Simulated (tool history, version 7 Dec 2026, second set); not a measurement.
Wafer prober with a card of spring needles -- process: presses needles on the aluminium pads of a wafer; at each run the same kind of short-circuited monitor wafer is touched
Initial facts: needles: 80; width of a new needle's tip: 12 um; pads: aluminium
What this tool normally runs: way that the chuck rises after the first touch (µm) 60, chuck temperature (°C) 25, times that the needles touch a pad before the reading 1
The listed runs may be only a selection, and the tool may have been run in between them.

| run | day | way that the chuck rises after the first touch (µm) | chuck temperature (°C) | times that the needles touch a pad before the reading | resistance of one needle with its contact and lead (mohm) | way that a needle slides on the pad (µm) |
|---|---|---|---|---|---|---|
| 1 | 0.000 | 60 | 25 | 1 | 160 | 15.67 |
|  | 0.217 | tips cleaned on abrasive film |
|  | 0.500 | tips cleaned on abrasive film |
|  | 0.788 | tips cleaned on abrasive film |
|  | 1.075 | tips cleaned on abrasive film |
|  | 1.429 | tips cleaned on abrasive film |
|  | 1.788 | tips cleaned on abrasive film |
|  | 2.142 | tips cleaned on abrasive film |
|  | 2.500 | tips cleaned on abrasive film |
|  | 2.854 | tips cleaned on abrasive film |
| 2 | 2.854 | 60 | 25 | 1 | 148 | 15.07 |
|  | 3.138 | tips cleaned on abrasive film |
|  | 3.496 | tips cleaned on abrasive film |
|  | 3.854 | tips cleaned on abrasive film |
|  | 4.208 | tips cleaned on abrasive film |
|  | 4.496 | tips cleaned on abrasive film |
|  | 4.850 | tips cleaned on abrasive film |
| 3 | 5.029 | 60 | 49 | 1 | 172 | 15.07 |
|  | 5.175 | tips cleaned on abrasive film |
|  | 5.529 | tips cleaned on abrasive film |
|  | 5.888 | tips cleaned on abrasive film |
|  | 6.242 | tips cleaned on abrasive film |
| 4 | 6.400 | 60 | 49 | 1 | 170 | 14.69 |
|  | 6.546 | tips cleaned on abrasive film |
|  | 6.904 | tips cleaned on abrasive film |
|  | 7.188 | tips cleaned on abrasive film |
|  | 7.475 | tips cleaned on abrasive film |
|  | 7.829 | tips cleaned on abrasive film |
|  | 8.188 | tips cleaned on abrasive film |
|  | 8.475 | tips cleaned on abrasive film |
| 5 | 8.612 | 60 | 49 | 1 | 170 | 14.65 |
|  | 8.825 | tips cleaned on abrasive film |
|  | 9.112 | tips cleaned on abrasive film |
|  | 9.471 | tips cleaned on abrasive film |
|  | 9.754 | tips cleaned on abrasive film |
|  | 10.042 | tips cleaned on abrasive film |
|  | 10.396 | tips cleaned on abrasive film |
|  | 10.754 | tips cleaned on abrasive film |
|  | 11.042 | tips cleaned on abrasive film |
|  | 11.325 | tips cleaned on abrasive film |
| 6 | 11.417 | 60 | 49 | 1 | 165 | 14.45 |
|  | 11.633 | tips cleaned on abrasive film |
|  | 11.921 | tips cleaned on abrasive film |
|  | 12.275 | tips cleaned on abrasive film |
|  | 12.562 | tips cleaned on abrasive film |
|  | 12.917 | tips cleaned on abrasive film |
|  | 13.275 | tips cleaned on abrasive film |
|  | 13.562 | tips cleaned on abrasive film |
| 7 | 13.579 | 60 | 25 | 1 | 155 | 14.35 |
|  | 13.867 | tips cleaned on abrasive film |
|  | 14.221 | tips cleaned on abrasive film |
|  | 14.508 | tips cleaned on abrasive film |
|  | 14.867 | tips cleaned on abrasive film |
|  | 15.221 | tips cleaned on abrasive film |
|  | 15.579 | tips cleaned on abrasive film |
|  | 15.933 | tips cleaned on abrasive film |
|  | 16.292 | tips cleaned on abrasive film |
|  | 16.646 | tips cleaned on abrasive film |
| 8 | 16.683 | 60 | 25 | 1 | 158 | 14.11 |
|  | 16.971 | tips cleaned on abrasive film |
|  | 17.329 | tips cleaned on abrasive film |
|  | 17.612 | tips cleaned on abrasive film |
|  | 17.900 | tips cleaned on abrasive film |
|  | 18.254 | tips cleaned on abrasive film |
| 9 | 18.421 | 60 | 67 | 1 | 184 | 14.09 |
|  | 18.567 | tips cleaned on abrasive film |
|  | 18.921 | tips cleaned on abrasive film |
|  | 19.208 | tips cleaned on abrasive film |
|  | 19.492 | tips cleaned on abrasive film |
|  | 19.850 | tips cleaned on abrasive film |
|  | 20.138 | tips cleaned on abrasive film |
| 10 | 20.167 | 60 | 55 | 1 | 160 | 13.88 |
|  | 20.454 | tips cleaned on abrasive film |
|  | 20.738 | tips cleaned on abrasive film |
|  | 21.096 | tips cleaned on abrasive film |
|  | 21.383 | tips cleaned on abrasive film |
|  | 21.738 | tips cleaned on abrasive film |
|  | 22.025 | tips cleaned on abrasive film |
|  | 22.379 | tips cleaned on abrasive film |
|  | 22.738 | tips cleaned on abrasive film |
|  | 23.096 | tips cleaned on abrasive film |
|  | 23.379 | tips cleaned on abrasive film |
| 11 | 23.392 | 40 | 25 | 3 | 162 | 8.60 |
|  | 23.679 | tips cleaned on abrasive film |
|  | 24.038 | tips cleaned on abrasive film |
|  | 24.321 | tips cleaned on abrasive film |
|  | 24.679 | tips cleaned on abrasive film |
|  | 24.967 | tips cleaned on abrasive film |
|  | 25.321 | tips cleaned on abrasive film |
|  | 25.608 | tips cleaned on abrasive film |
| 12 | 25.679 | 40 | 25 | 3 | 170 | 8.28 |
|  | 25.962 | tips cleaned on abrasive film |
|  | 26.321 | tips cleaned on abrasive film |
|  | 26.675 | tips cleaned on abrasive film |
|  | 26.962 | tips cleaned on abrasive film |
|  | 27.188 | height of the first contact set anew |
|  | 27.333 | tips cleaned on abrasive film |
|  | 27.617 | tips cleaned on abrasive film |
| 13 | 27.721 | 40 | 25 | 3 | 165 | 10.05 |
|  | 27.938 | tips cleaned on abrasive film |
|  | 28.225 | tips cleaned on abrasive film |
|  | 28.579 | tips cleaned on abrasive film |
|  | 28.867 | tips cleaned on abrasive film |
|  | 29.154 | tips cleaned on abrasive film |
|  | 29.508 | tips cleaned on abrasive film |
|  | 29.867 | tips cleaned on abrasive film |
|  | 30.221 | tips cleaned on abrasive film |
| 14 | 30.475 | 40 | 112 | 2 | 205 | 10.28 |
|  | 30.550 | tips cleaned on abrasive film |
|  | 30.833 | tips cleaned on abrasive film |
|  | 31.121 | tips cleaned on abrasive film |
|  | 31.479 | tips cleaned on abrasive film |
|  | 31.833 | tips cleaned on abrasive film |
| 15 | 31.875 | 60 | 112 | 2 | 167 | 14.95 |
|  | 32.158 | tips cleaned on abrasive film |
|  | 32.446 | tips cleaned on abrasive film |
|  | 32.733 | tips cleaned on abrasive film |
|  | 33.017 | tips cleaned on abrasive film |
|  | 33.375 | tips cleaned on abrasive film |
|  | 33.729 | tips cleaned on abrasive film |
|  | 34.088 | tips cleaned on abrasive film |
|  | 34.446 | tips cleaned on abrasive film |
| 16 | 34.508 | 78 | 46 | 1 | 155 | 19.54 |
|  | 34.792 | tips cleaned on abrasive film |
|  | 35.079 | tips cleaned on abrasive film |
|  | 35.438 | tips cleaned on abrasive film |
|  | 35.721 | tips cleaned on abrasive film |
|  | 36.221 | card fitted with new needles |
|  | 36.579 | tips cleaned on abrasive film |
|  | 36.933 | tips cleaned on abrasive film |
|  | 37.292 | tips cleaned on abrasive film |
|  | 37.650 | tips cleaned on abrasive film |
|  | 37.933 | tips cleaned on abrasive film |
| 17 | 38.067 | 78 | 118 | 1 | 168 | 19.99 |
|  | 38.283 | tips cleaned on abrasive film |
|  | 38.638 | tips cleaned on abrasive film |
|  | 38.925 | tips cleaned on abrasive film |
|  | 39.283 | tips cleaned on abrasive film |
|  | 39.638 | tips cleaned on abrasive film |
|  | 39.996 | tips cleaned on abrasive film |
|  | 40.350 | tips cleaned on abrasive film |
|  | 40.708 | tips cleaned on abrasive film |
| 18 | 40.892 | 48 | 39 | 2 | 164 | 12.17 |
|  | 41.038 | tips cleaned on abrasive film |
|  | 41.325 | tips cleaned on abrasive film |
|  | 41.679 | tips cleaned on abrasive film |
|  | 42.038 | tips cleaned on abrasive film |
|  | 42.325 | tips cleaned on abrasive film |
|  | 42.679 | tips cleaned on abrasive film |
|  | 43.038 | tips cleaned on abrasive film |
|  | 43.321 | tips cleaned on abrasive film |
| 19 | 43.542 | 68 | 41 | 2 | 157 | 17.06 |
|  | 43.617 | tips cleaned on abrasive film |
|  | 43.971 | tips cleaned on abrasive film |
|  | 44.329 | tips cleaned on abrasive film |
|  | 44.683 | tips cleaned on abrasive film |
|  | 45.042 | tips cleaned on abrasive film |
|  | 45.329 | tips cleaned on abrasive film |
|  | 45.683 | tips cleaned on abrasive film |
| 20 | 45.904 | 65 | 35 | 2 | 157 | 15.98 |

Predict each of these 3 candidate next runs independently; none follows another, all start after run 20:
|  | 45.979 | tips cleaned on abrasive film |
|  | 46.267 | tips cleaned on abrasive film |
|  | 46.621 | tips cleaned on abrasive film |
|  | 46.908 | tips cleaned on abrasive film |
|  | 47.262 | tips cleaned on abrasive film |
|  | 47.621 | tips cleaned on abrasive film |
|  | 47.975 | tips cleaned on abrasive film |
|  | 48.262 | tips cleaned on abrasive film |
| A | 48.275 | 54 | 25 | 1 | ? | ? |
|  | 45.979 | tips cleaned on abrasive film |
|  | 46.267 | tips cleaned on abrasive film |
|  | 46.621 | tips cleaned on abrasive film |
|  | 46.908 | tips cleaned on abrasive film |
|  | 47.262 | tips cleaned on abrasive film |
|  | 47.621 | tips cleaned on abrasive film |
|  | 47.975 | tips cleaned on abrasive film |
|  | 48.262 | tips cleaned on abrasive film |
| B | 48.275 | 57 | 98 | 2 | ? | ? |
|  | 45.979 | tips cleaned on abrasive film |
|  | 46.267 | tips cleaned on abrasive film |
|  | 46.621 | tips cleaned on abrasive film |
|  | 46.908 | tips cleaned on abrasive film |
|  | 47.262 | tips cleaned on abrasive film |
|  | 47.621 | tips cleaned on abrasive film |
|  | 47.975 | tips cleaned on abrasive film |
|  | 48.262 | tips cleaned on abrasive film |
| C | 48.275 | 44 | 25 | 2 | ? | ? |

| run | resistance of one needle with its contact and lead (mohm) | way that a needle slides on the pad (µm) |
|---|---|---|
| A | 147 | 13.11 |
| B | 159 | 13.92 |
| C | 150 | 10.18 |
With no hidden state in the tool, these same runs would have given:
| run | resistance of one needle with its contact and lead (mohm) | way that a needle slides on the pad (µm) |
|---|---|---|
| A | 141 | 14.00 |
| B | 155 | 14.83 |
| C | 144 | 11.07 |
